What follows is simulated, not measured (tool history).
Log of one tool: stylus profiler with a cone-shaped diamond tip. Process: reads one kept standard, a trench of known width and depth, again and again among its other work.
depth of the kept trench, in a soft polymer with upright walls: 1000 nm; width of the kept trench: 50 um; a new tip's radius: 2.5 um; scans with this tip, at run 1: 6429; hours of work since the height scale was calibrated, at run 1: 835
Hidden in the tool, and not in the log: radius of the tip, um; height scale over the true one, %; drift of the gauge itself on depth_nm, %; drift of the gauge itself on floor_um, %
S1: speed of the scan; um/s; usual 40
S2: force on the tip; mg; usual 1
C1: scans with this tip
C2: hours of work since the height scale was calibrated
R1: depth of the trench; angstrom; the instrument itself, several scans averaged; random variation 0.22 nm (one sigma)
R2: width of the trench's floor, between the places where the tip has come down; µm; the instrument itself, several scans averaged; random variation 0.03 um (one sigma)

| run | day | S1 | S2 | C1 | C2 | R1 | R2 |
|---|---|---|---|---|---|---|---|
| 1 | 0 | 40 | 1 | 6429 | 835 | 10025.5 | 45.18 |
| 2 | 1.283 | 40 | 1 | 6528 | 848 | 10028.8 | 45.11 |
| 3 | 3.067 | 40 | 1 | 6665 | 865 | 10026.7 | 45.14 |
| 4 | 4.742 | 40 | 1 | 6794 | 882 | 10024.3 | 45.13 |
| 5 | 6.762 | 61 | 1 | 6950 | 902 | 10024.2 | 44.95 |
| 6 | 8.654 | 68 | 1 | 7096 | 921 | 10028.5 | 44.84 |
| 7 | 11 | 97 | 1 | 7276 | 945 | 10024.8 | 44.58 |
| 8 | 13.312 | 97 | 1 | 7455 | 968 | 10023.5 | 44.6 |
| 9 | 15.267 | 40 | 1 | 7605 | 987 | 10026.6 | 45.05 |
| 10 | 16.875 | 40 | 1 | 7729 | 1003 | 10024.8 | 45.07 |
| 11 | 17.992 | 40 | 0.39 | 7815 | 1015 | 10004.6 | 44.78 |
| 12 | 20.062 | 40 | 0.39 | 7974 | 1035 | 9999.4 | 44.84 |
| 13 | 22.329 | 40 | 0.39 | 8149 | 1058 | 10003.2 | 44.84 |
| 14 | 23.5 | 40 | 0.39 | 8239 | 1070 | 10000.3 | 44.85 |
| 15 | 24.921 | 40 | 1 | 8348 | 1084 | 10019.3 | 44.99 |
| 16 | 27.204 | 70 | 1 | 8524 | 1107 | 10017.9 | 44.72 |
| 17 | 29.196 | 14 | 2.07 | 8678 | 1127 | 10049.6 | 45.26 |
| 18 | 31.512 | 51 | 1.53 | 8856 | 1150 | 10033.2 | 45.02 |
| 19 | 32.829 | 44 | 0.44 | 8958 | 1163 | 9997.9 | 44.75 |
| 20 | 33.979 | 72 | 1.97 | 9046 | 1175 | 10046.3 | 44.9 |
| 21 | 36.083 | 115 | 0.4 | 9208 | 1196 | 10000.1 | 43.66 |
|  | 36.279 | height scale calibrated on a step standard |
| 22 | 37.129 | 32 | 0.75 | 9287 | 8 | 9998.7 | 44.96 |
| 23 | 38.196 | 32 | 0.75 | 9369 | 19 | 9997.3 | 44.96 |
| 24 | 39.688 | 32 | 2.55 | 9484 | 34 | 10043.5 | 45.07 |
| 25 | 42.162 | 50 | 1.04 | 9675 | 59 | 10000.4 | 44.81 |
| 26 | 43.612 | 54 | 0.43 | 9786 | 73 | 9985.9 | 44.56 |
| 27 | 45.342 | 38 | 0.93 | 9920 | 91 | 10000.6 | 44.9 |
| 28 | 47.433 | 29 | 1.25 | 10081 | 112 | 10010.1 | 45.05 |
| 29 | 49.917 | 104 | 0.35 | 10272 | 136 | 9979.7 | 43.66 |
|  | 51.092 | height scale calibrated on a step standard, once more |
| 30 | 51.712 | 28 | 1.02 | 10409 | 6 | 10047.7 | 45 |
| 31 | 54.021 | 120 | 2.17 | 10586 | 29 | 10076.8 | 44.51 |

The same runs without the tool's hidden state, with the same run-to-run variation:
| run | R1 | R2 |
|---|---|---|
| 1 | 10041.4 | 45.65 |
| 2 | 10045 | 45.58 |
| 3 | 10043.4 | 45.62 |
| 4 | 10041.4 | 45.62 |
| 5 | 10041.7 | 45.45 |
| 6 | 10046.4 | 45.36 |
| 7 | 10043.3 | 45.11 |
| 8 | 10042.6 | 45.15 |
| 9 | 10046.2 | 45.61 |
| 10 | 10044.7 | 45.64 |
| 11 | 10024.8 | 45.35 |
| 12 | 10020.2 | 45.42 |
| 13 | 10024.5 | 45.43 |
| 14 | 10021.8 | 45.45 |
| 15 | 10041.2 | 45.6 |
| 16 | 10040.3 | 45.34 |
| 17 | 10072.6 | 45.9 |
| 18 | 10056.8 | 45.67 |
| 19 | 10021.8 | 45.41 |
| 20 | 10070.5 | 45.56 |
| 21 | 10024.7 | 44.34 |
| 22 | 10037.2 | 45.65 |
| 23 | 10036.1 | 45.65 |
| 24 | 10082.8 | 45.77 |
| 25 | 10040.2 | 45.52 |
| 26 | 10025.9 | 45.28 |
| 27 | 10041.1 | 45.64 |
| 28 | 10051.1 | 45.8 |
| 29 | 10021.1 | 44.42 |
| 30 | 10044.1 | 45.77 |
| 31 | 10073.7 | 45.28 |

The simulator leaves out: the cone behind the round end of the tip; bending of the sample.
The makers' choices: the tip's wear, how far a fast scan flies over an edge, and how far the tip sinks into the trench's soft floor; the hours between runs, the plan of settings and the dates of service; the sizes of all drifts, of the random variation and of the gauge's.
